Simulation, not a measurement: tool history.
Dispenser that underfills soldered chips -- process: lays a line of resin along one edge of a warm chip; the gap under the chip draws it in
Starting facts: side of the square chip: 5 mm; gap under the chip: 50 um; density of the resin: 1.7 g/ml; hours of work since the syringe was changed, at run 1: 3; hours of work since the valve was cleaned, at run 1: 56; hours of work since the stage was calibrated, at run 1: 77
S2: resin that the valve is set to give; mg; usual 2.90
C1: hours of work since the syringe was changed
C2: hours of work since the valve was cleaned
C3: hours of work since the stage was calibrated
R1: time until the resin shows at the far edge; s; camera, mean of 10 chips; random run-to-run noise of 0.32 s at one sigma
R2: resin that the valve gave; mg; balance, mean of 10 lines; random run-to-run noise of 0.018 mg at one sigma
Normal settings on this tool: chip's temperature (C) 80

{"run": 1, "hour": 0.0, "chip's temperature (C)": 80, "S2": 2.9, "C1": 3, "C2": 56, "C3": 77, "R1": 10.9, "R2": 2.8}
{"run": 2, "hour": 2.7, "chip's temperature (C)": 80, "S2": 2.9, "C1": 5, "C2": 58, "C3": 79, "R1": 11.6, "R2": 2.81}
{"run": 3, "hour": 7.4, "chip's temperature (C)": 80, "S2": 2.9, "C1": 8, "C2": 61, "C3": 82, "R1": 13.3, "R2": 2.82}
{"hour": 9.7, "done": "new syringe of resin"}
{"run": 4, "hour": 11.9, "chip's temperature (C)": 80, "S2": 2.9, "C1": 1, "C2": 64, "C3": 85, "R1": 10.6, "R2": 2.79}
{"run": 5, "hour": 13.8, "chip's temperature (C)": 80, "S2": 2.9, "C1": 3, "C2": 66, "C3": 86, "R1": 10.9, "R2": 2.8}
{"run": 6, "hour": 16.0, "chip's temperature (C)": 80, "S2": 2.9, "C1": 4, "C2": 67, "C3": 88, "R1": 11.5, "R2": 2.77}
{"run": 7, "hour": 20.1, "chip's temperature (C)": 81, "S2": 2.9, "C1": 7, "C2": 70, "C3": 91, "R1": 12.9, "R2": 2.81}
{"hour": 24.1, "done": "new syringe of resin"}
{"run": 8, "hour": 24.3, "chip's temperature (C)": 81, "S2": 2.9, "C1": 0, "C2": 72, "C3": 93, "R1": 9.6, "R2": 2.77}
{"run": 9, "hour": 28.2, "chip's temperature (C)": 86, "S2": 2.9, "C1": 3, "C2": 75, "C3": 96, "R1": 9.4, "R2": 2.81}
{"run": 10, "hour": 30.2, "chip's temperature (C)": 86, "S2": 2.9, "C1": 4, "C2": 76, "C3": 97, "R1": 8.9, "R2": 2.78}
{"run": 11, "hour": 34.7, "chip's temperature (C)": 86, "S2": 2.9, "C1": 7, "C2": 79, "C3": 100, "R1": 10.5, "R2": 2.73}
{"run": 12, "hour": 37.4, "chip's temperature (C)": 80, "S2": 2.9, "C1": 9, "C2": 81, "C3": 102, "R1": 13.9, "R2": 2.77}
{"hour": 38.4, "done": "new syringe of resin"}
{"run": 13, "hour": 39.8, "chip's temperature (C)": 85, "S2": 2.9, "C1": 1, "C2": 83, "C3": 104, "R1": 8.4, "R2": 2.77}
{"run": 14, "hour": 43.5, "chip's temperature (C)": 85, "S2": 2.9, "C1": 3, "C2": 85, "C3": 106, "R1": 9.8, "R2": 2.75}
{"run": 15, "hour": 46.1, "chip's temperature (C)": 85, "S2": 2.9, "C1": 5, "C2": 87, "C3": 108, "R1": 9.9, "R2": 2.76}
{"run": 16, "hour": 49.5, "chip's temperature (C)": 85, "S2": 2.9, "C1": 7, "C2": 89, "C3": 110, "R1": 10.7, "R2": 2.77}
{"hour": 52.6, "done": "new syringe of resin"}
{"run": 17, "hour": 52.6, "chip's temperature (C)": 85, "S2": 2.9, "C1": 0, "C2": 91, "C3": 112, "R1": 8.7, "R2": 2.78}
{"run": 18, "hour": 56.6, "chip's temperature (C)": 84, "S2": 3.5, "C1": 3, "C2": 94, "C3": 115, "R1": 9.3, "R2": 3.29}
{"run": 19, "hour": 59.6, "chip's temperature (C)": 66, "S2": 3.46, "C1": 5, "C2": 96, "C3": 117, "R1": 20.7, "R2": 3.26}
{"run": 20, "hour": 62.4, "chip's temperature (C)": 88, "S2": 2.76, "C1": 7, "C2": 98, "C3": 119, "R1": 9.8, "R2": 2.63}
{"run": 21, "hour": 64.8, "chip's temperature (C)": 85, "S2": 3.05, "C1": 8, "C2": 99, "C3": 120, "R1": 11.2, "R2": 2.87}
{"hour": 67.1, "done": "new syringe of resin"}
{"run": 22, "hour": 67.8, "chip's temperature (C)": 75, "S2": 3.1, "C1": 0, "C2": 101, "C3": 122, "R1": 12.0, "R2": 2.9}
{"run": 23, "hour": 71.4, "chip's temperature (C)": 74, "S2": 2.54, "C1": 3, "C2": 103, "C3": 124, "R1": 15.2, "R2": 2.37}
{"run": 24, "hour": 74.7, "chip's temperature (C)": 77, "S2": 2.83, "C1": 5, "C2": 106, "C3": 127, "R1": 13.8, "R2": 2.67}
{"run": 25, "hour": 76.9, "chip's temperature (C)": 77, "S2": 2.83, "C1": 7, "C2": 107, "C3": 128, "R1": 14.2, "R2": 2.62}
{"hour": 80.8, "done": "dispensing valve cleaned and set on the balance"}
{"run": 26, "hour": 81.5, "chip's temperature (C)": 68, "S2": 2.83, "C1": 9, "C2": 0, "C3": 130, "R1": 21.9, "R2": 2.8}
{"hour": 82.2, "done": "new syringe of resin"}
{"run": 27, "hour": 83.8, "chip's temperature (C)": 70, "S2": 2.88, "C1": 1, "C2": 2, "C3": 132, "R1": 16.3, "R2": 2.87}
{"run": 28, "hour": 86.5, "chip's temperature (C)": 72, "S2": 3.56, "C1": 3, "C2": 4, "C3": 134, "R1": 14.9, "R2": 3.53}
{"run": 29, "hour": 89.3, "chip's temperature (C)": 72, "S2": 3.56, "C1": 5, "C2": 6, "C3": 135, "R1": 16.5, "R2": 3.56}
{"run": 30, "hour": 92.5, "chip's temperature (C)": 72, "S2": 3.56, "C1": 7, "C2": 8, "C3": 138, "R1": 17.4, "R2": 3.51}
{"run": 31, "hour": 95.4, "chip's temperature (C)": 72, "S2": 3.56, "C1": 9, "C2": 10, "C3": 140, "R1": 18.4, "R2": 3.54}
{"hour": 96.6, "done": "new syringe of resin"}
{"run": 32, "hour": 98.6, "chip's temperature (C)": 77, "S2": 2.56, "C1": 1, "C2": 12, "C3": 142, "R1": 12.4, "R2": 2.54}
{"run": 33, "hour": 101.8, "chip's temperature (C)": 77, "S2": 2.56, "C1": 3, "C2": 14, "C3": 144, "R1": 12.8, "R2": 2.53}

Here are 5 independent what-if runs from the current tool condition. What would each one return?
{"run": "A", "hour": 104.4, "chip's temperature (C)": 86, "S2": 3.43, "C1": 5, "C2": 15, "C3": 145, "R1": "?", "R2": "?"}
{"run": "B", "hour": 104.4, "chip's temperature (C)": 73, "S2": 3.02, "C1": 5, "C2": 15, "C3": 145, "R1": "?", "R2": "?"}
{"run": "C", "hour": 104.4, "chip's temperature (C)": 80, "S2": 2.51, "C1": 5, "C2": 15, "C3": 145, "R1": "?", "R2": "?"}
{"run": "D", "hour": 104.4, "chip's temperature (C)": 74, "S2": 3.26, "C1": 5, "C2": 15, "C3": 145, "R1": "?", "R2": "?"}
{"run": "E", "hour": 104.4, "chip's temperature (C)": 91, "S2": 2.9, "C1": 5, "C2": 15, "C3": 145, "R1": "?", "R2": "?"}

run=A R1=10.2 R2=3.39
run=B R1=16.3 R2=2.96
run=C R1=13.0 R2=2.48
run=D R1=15.4 R2=3.21
run=E R1=8.3 R2=2.84
Take away the tool's hidden state, keep each run's random variation, and the runs would have read:
run=A R1=8.6 R2=3.43
run=B R1=13.4 R2=3.00
run=C R1=10.6 R2=2.52
run=D R1=12.6 R2=3.25
run=E R1=6.9 R2=2.88
